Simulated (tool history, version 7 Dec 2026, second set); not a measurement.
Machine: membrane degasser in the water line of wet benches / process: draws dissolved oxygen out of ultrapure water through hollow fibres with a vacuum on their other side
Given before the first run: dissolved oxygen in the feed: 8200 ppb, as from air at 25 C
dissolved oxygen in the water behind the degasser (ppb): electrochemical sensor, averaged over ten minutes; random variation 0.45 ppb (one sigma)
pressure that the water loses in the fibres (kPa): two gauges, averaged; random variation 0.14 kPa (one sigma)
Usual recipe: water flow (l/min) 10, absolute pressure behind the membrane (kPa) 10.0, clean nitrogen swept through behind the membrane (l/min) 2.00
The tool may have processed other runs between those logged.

run   hour  water flow (l/min)  absolute pressure behind the membrane (kPa)  clean nitrogen swept through behind the membrane (l/min)  dissolved oxygen in the water behind the degasser (ppb)  pressure that the water loses in the fibres (kPa)
  1    0.0                  10                                         10.0                                                      2.00                                                     90.1                                              43.18
  2   47.0                  10                                         10.0                                                      2.00                                                     89.7                                              43.18
  3   89.6                  10                                         10.0                                                      2.00                                                     89.4                                              43.27
  4  130.3                  10                                         18.1                                                      2.00                                                    190.3                                              43.02
  5  158.1                  10                                         10.0                                                      2.00                                                     89.8                                              43.41
  6  201.1                  10                                         10.0                                                      2.00                                                     90.1                                              43.32
     224.8  -- seals of the vacuum lines changed
  7  224.9                  10                                         10.0                                                      2.00                                                     85.4                                              43.16
  8  244.2                   9                                         10.0                                                      2.00                                                     76.4                                              38.85
  9  264.8                   9                                         10.0                                                      2.00                                                     76.9                                              39.09
 10  285.4                   9                                         10.0                                                      2.00                                                     76.1                                              38.75
 11  323.4                   9                                         10.0                                                      2.00                                                     77.6                                              38.91
 12  355.3                  10                                         10.0                                                      2.00                                                     85.6                                              43.16
 13  398.5                  10                                         10.0                                                      2.00                                                     86.3                                              43.58
 14  431.2                  10                                         10.0                                                      2.00                                                     85.4                                              43.39
 15  454.9                  14                                         10.0                                                      2.00                                                    122.4                                              60.75
 16  485.6                  14                                         10.0                                                      2.00                                                    122.8                                              60.49
 17  529.2                  10                                         18.1                                                      4.37                                                     87.4                                              43.32
 18  551.2                  10                                         18.1                                                      4.37                                                     87.8                                              43.33
 19  595.6                  13                                         10.0                                                      1.87                                                    121.8                                              56.33
 20  626.8                  14                                         10.0                                                      2.00                                                    123.6                                              60.90
 21  661.5                  10                                         15.5                                                      1.24                                                    237.8                                              43.33
 22  701.7                  10                                         15.5                                                      1.24                                                    235.9                                              43.41
 23  733.6                  10                                         10.0                                                      1.68                                                    100.9                                              43.43

What if the next run were any one of these 3? Each begins from the tool's condition after run 23:
  A  753.5                   9                                         10.0                                                      2.00                                                        ?                                                  ?
  B  753.5                  10                                         10.0                                                      2.28                                                        ?                                                  ?
  C  753.5                  10                                          9.1                                                      2.00                                                        ?                                                  ?

run  dissolved oxygen in the water behind the degasser (ppb)  pressure that the water loses in the fibres (kPa)
  A                                                     77.4                                              39.02
  B                                                     76.0                                              43.42
  C                                                     75.6                                              43.06
Stripped of hidden state, with their random variation kept, the same runs would have yielded:
run  dissolved oxygen in the water behind the degasser (ppb)  pressure that the water loses in the fibres (kPa)
  A                                                     75.8                                              38.71
  B                                                     74.4                                              43.08
  C                                                     74.1                                              42.72
